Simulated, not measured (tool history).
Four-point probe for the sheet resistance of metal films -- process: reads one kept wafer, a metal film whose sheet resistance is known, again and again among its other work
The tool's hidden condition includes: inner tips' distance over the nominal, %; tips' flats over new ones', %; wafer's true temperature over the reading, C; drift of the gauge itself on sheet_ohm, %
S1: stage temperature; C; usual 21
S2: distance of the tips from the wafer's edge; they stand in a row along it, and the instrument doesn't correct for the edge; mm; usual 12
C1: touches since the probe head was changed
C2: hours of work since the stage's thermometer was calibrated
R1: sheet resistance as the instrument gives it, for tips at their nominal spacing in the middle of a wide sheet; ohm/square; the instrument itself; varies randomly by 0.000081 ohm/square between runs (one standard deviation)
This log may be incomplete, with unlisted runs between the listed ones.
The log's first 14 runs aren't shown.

run    hour  S1  S2     C1   C2        R1
 15   441.5  21  12  59229  540  0.406998
 16   467.8  21  60  59860  552  0.406491
 17   494.6  21  17  60499  564  0.406856
 18   541.6  21  17  61623  585  0.406694
 19   584.7  21  17  62652  605  0.406812
 20   610.4  21  17  63266  616  0.406775
 21   637.8  21  11  63922  629  0.407285
 22   663.9  21  11  64545  640  0.407168
 23     706  22  52  65550  659  0.407078
 24   733.9  26  11  66217  672  0.409851
 25   761.2  26  11  66871  684  0.409781
 26   794.2  35   3  67658  699  0.423475
 27   814.6  30   7  68146  708  0.412915
 28   860.5  30   7  69244  728  0.413075
 29   901.6  21  48  70225  747  0.406503
 30   944.9  21  48  71260  766  0.406509
 31   985.7  21  48  72235  785  0.406428
 32  1007.6  21  48  72758  794  0.406669
 33  1033.5  21  48  73376  806  0.406473
 34  1071.1  19   4  74276  823    0.4108
 35  1095.2  31   9  74850  834  0.412732
 36  1131.6  31   9  75721  850  0.412787
 37  1176.6  31  34  76797  870  0.411659
 38  1222.2  20  50  77884  891  0.405929
 39    1258  20  50  78740  907  0.405872

Run 40, settings as shown, results not yet in. Your forecast:
 40  1283.2  20  28  79344  918   ?

R1: 0.406014 ohm/square
Minus the tool's unlogged condition, the same run would have read R1 0.406084 ohm/square.
